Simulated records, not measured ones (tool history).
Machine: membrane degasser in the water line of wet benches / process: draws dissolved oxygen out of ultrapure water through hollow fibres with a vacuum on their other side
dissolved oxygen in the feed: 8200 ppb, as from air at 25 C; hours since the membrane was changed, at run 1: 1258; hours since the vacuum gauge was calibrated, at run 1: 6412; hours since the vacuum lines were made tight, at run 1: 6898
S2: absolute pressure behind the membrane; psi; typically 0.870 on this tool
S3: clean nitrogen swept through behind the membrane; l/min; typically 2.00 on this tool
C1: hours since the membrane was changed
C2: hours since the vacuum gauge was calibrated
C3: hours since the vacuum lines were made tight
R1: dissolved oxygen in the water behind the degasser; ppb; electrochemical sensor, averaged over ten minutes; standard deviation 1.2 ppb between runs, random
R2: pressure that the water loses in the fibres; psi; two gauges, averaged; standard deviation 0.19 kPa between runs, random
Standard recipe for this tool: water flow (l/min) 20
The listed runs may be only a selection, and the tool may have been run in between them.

run 1 hour=0.0 | water_flow_(l/min)=20 S2=0.870 S3=2.00 | C1=1258 C2=6412 C3=6898 | R1=128.6 R2=6.036
run 2 hour=63.0 | water_flow_(l/min)=20 S2=0.870 S3=2.00 | C1=1321 C2=6475 C3=6961 | R1=127.6 R2=5.955
run 3 hour=117.7 | water_flow_(l/min)=20 S2=0.870 S3=2.00 | C1=1376 C2=6530 C3=7015 | R1=126.2 R2=5.936
run 4 hour=211.7 | water_flow_(l/min)=20 S2=0.870 S3=2.00 | C1=1470 C2=6624 C3=7109 | R1=129.5 R2=6.000
run 5 hour=275.5 | water_flow_(l/min)=20 S2=0.870 S3=2.00 | C1=1533 C2=6688 C3=7173 | R1=129.7 R2=5.970
run 6 hour=315.9 | water_flow_(l/min)=20 S2=0.606 S3=2.00 | C1=1574 C2=6728 C3=7214 | R1=87.6 R2=5.993
run 7 hour=412.5 | water_flow_(l/min)=20 S2=0.870 S3=2.00 | C1=1670 C2=6825 C3=7310 | R1=130.2 R2=5.965
run 8 hour=463.2 | water_flow_(l/min)=20 S2=1.475 S3=2.00 | C1=1721 C2=6875 C3=7361 | R1=226.2 R2=5.926
run 9 hour=545.3 | water_flow_(l/min)=20 S2=0.870 S3=2.00 | C1=1803 C2=6958 C3=7443 | R1=130.7 R2=5.949
run 10 hour=613.7 | water_flow_(l/min)=20 S2=0.870 S3=2.00 | C1=1872 C2=7026 C3=7511 | R1=129.9 R2=5.987
run 11 hour=672.2 | water_flow_(l/min)=20 S2=0.870 S3=2.00 | C1=1930 C2=7084 C3=7570 | R1=128.1 R2=5.954
run 12 hour=743.6 | water_flow_(l/min)=20 S2=1.503 S3=2.00 | C1=2002 C2=7156 C3=7641 | R1=231.3 R2=5.987
run 13 hour=789.1 | water_flow_(l/min)=20 S2=1.503 S3=2.00 | C1=2047 C2=7201 C3=7687 | R1=231.3 R2=5.952
run 14 hour=879.4 | water_flow_(l/min)=21 S2=1.672 S3=1.14 | C1=2137 C2=7292 C3=7777 | R1=417.7 R2=6.274
run 15 hour=932.5 | water_flow_(l/min)=22 S2=0.712 S3=4.06 | C1=2190 C2=7345 C3=7830 | R1=100.9 R2=6.625
run 16 hour=1021.9 | water_flow_(l/min)=22 S2=0.712 S3=4.06 | C1=2280 C2=7434 C3=7920 | R1=100.4 R2=6.575
run 17 hour=1078.7 | water_flow_(l/min)=18 S2=0.561 S3=1.99 | C1=2337 C2=7491 C3=7977 | R1=65.0 R2=5.391
run 18 hour=1170.1 | water_flow_(l/min)=18 S2=0.561 S3=1.99 | C1=2428 C2=7582 C3=8068 | R1=63.7 R2=5.382
run 19 hour=1210.3 | water_flow_(l/min)=20 S2=0.870 S3=1.14 | C1=2468 C2=7622 C3=8108 | R1=184.4 R2=5.983
-- hour=1225.6 seals of the vacuum lines changed
run 20 hour=1254.2 | water_flow_(l/min)=20 S2=0.870 S3=1.14 | C1=2510 C2=7664 C3=29 | R1=184.1 R2=6.006
run 21 hour=1318.1 | water_flow_(l/min)=18 S2=0.783 S3=1.41 | C1=2574 C2=7728 C3=92 | R1=118.5 R2=5.413
run 22 hour=1378.6 | water_flow_(l/min)=26 S2=0.595 S3=1.36 | C1=2635 C2=7789 C3=153 | R1=181.5 R2=7.816
run 23 hour=1474.0 | water_flow_(l/min)=26 S2=0.595 S3=1.36 | C1=2730 C2=7884 C3=248 | R1=171.5 R2=7.826

Predict each of these 5 candidate next runs independently; none follows another, all start after run 23:
run A hour=1539.0 | water_flow_(l/min)=24 S2=0.962 S3=1.36 | C1=2795 C2=7949 C3=313 | R1=? R2=?
run B hour=1539.0 | water_flow_(l/min)=25 S2=0.870 S3=2.07 | C1=2795 C2=7949 C3=313 | R1=? R2=?
run C hour=1539.0 | water_flow_(l/min)=19 S2=0.595 S3=1.36 | C1=2795 C2=7949 C3=313 | R1=? R2=?
run D hour=1539.0 | water_flow_(l/min)=14 S2=0.583 S3=0.92 | C1=2795 C2=7949 C3=313 | R1=? R2=?
run E hour=1539.0 | water_flow_(l/min)=15 S2=2.102 S3=0.95 | C1=2795 C2=7949 C3=313 | R1=? R2=?

run=A R1=247.9 R2=7.172
run=B R1=193.3 R2=7.438
run=C R1=92.9 R2=5.703
run=D R1=63.6 R2=4.222
run=E R1=431.5 R2=4.486
With no hidden state in the tool, these same runs would have given:
run=A R1=220.5 R2=7.065
run=B R1=171.8 R2=7.327
run=C R1=71.5 R2=5.619
run=D R1=42.6 R2=4.160
run=E R1=410.6 R2=4.419
